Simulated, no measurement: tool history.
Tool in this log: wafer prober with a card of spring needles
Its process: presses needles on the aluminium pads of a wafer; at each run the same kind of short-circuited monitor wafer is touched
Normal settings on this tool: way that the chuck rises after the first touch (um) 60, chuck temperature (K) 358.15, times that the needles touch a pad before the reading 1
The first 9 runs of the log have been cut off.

run	hour	way that the chuck rises after the first touch (um)	chuck temperature (K)	times that the needles touch a pad before the reading	resistance of one needle with its contact and lead (mohm)	way that a needle slides on the pad (um)
10	87.9	58	358.15	1	151	9.96
11	97.3	60	370.15	1	153	10.31
# hour 98.7: tips cleaned on abrasive film
12	108.6	60	370.15	1	151	10.26
13	118.2	60	358.15	1	151	10.28
14	125.1	60	310.15	1	139	10.28
# hour 130.9: tips cleaned on abrasive film
15	131.9	60	310.15	1	142	10.27
16	141.2	60	310.15	2	141	10.28
17	153.3	60	322.15	2	144	10.25
# hour 162.7: tips cleaned on abrasive film
18	164.6	41	325.15	2	147	6.98
19	170.6	71	358.15	1	148	12.12
20	178.6	49	302.15	2	140	8.36
21	188.9	49	302.15	2	143	8.36
# hour 189.5: gauge calibrated
# hour 194.8: tips cleaned on abrasive film
22	199.0	46	340.15	1	151	7.93
23	205.1	68	340.15	2	142	11.75
24	215.6	68	340.15	2	144	11.74
25	222.2	58	327.15	1	146	9.99
# hour 226.4: tips cleaned on abrasive film
26	232.3	49	358.15	1	152	8.45
27	242.8	60	358.15	2	152	10.35
28	248.2	60	358.15	2	147	10.33
29	254.5	60	313.15	1	145	10.29
# hour 258.9: tips cleaned on abrasive film
30	265.0	57	358.15	1	147	9.81
31	271.9	57	358.15	1	149	9.81
32	280.6	57	358.15	3	152	9.79
# hour 290.8: tips cleaned on abrasive film
33	292.1	48	309.15	3	143	8.24
34	301.3	48	309.15	3	143	8.22

3 options for the next run, each taken on its own from the tool as it stands now. Forecast them:
A	307.3	60	353.15	2	?	?
B	307.3	48	309.15	1	?	?
C	307.3	48	359.15	3	?	?

run	resistance of one needle with its contact and lead (mohm)	way that a needle slides on the pad (um)
A	149	10.29
B	144	8.22
C	151	8.25
The same runs, with their run-to-run variation unchanged, on a tool lacking any hidden condition would have given:
run	resistance of one needle with its contact and lead (mohm)	way that a needle slides on the pad (um)
A	148	10.38
B	143	8.30
C	151	8.32
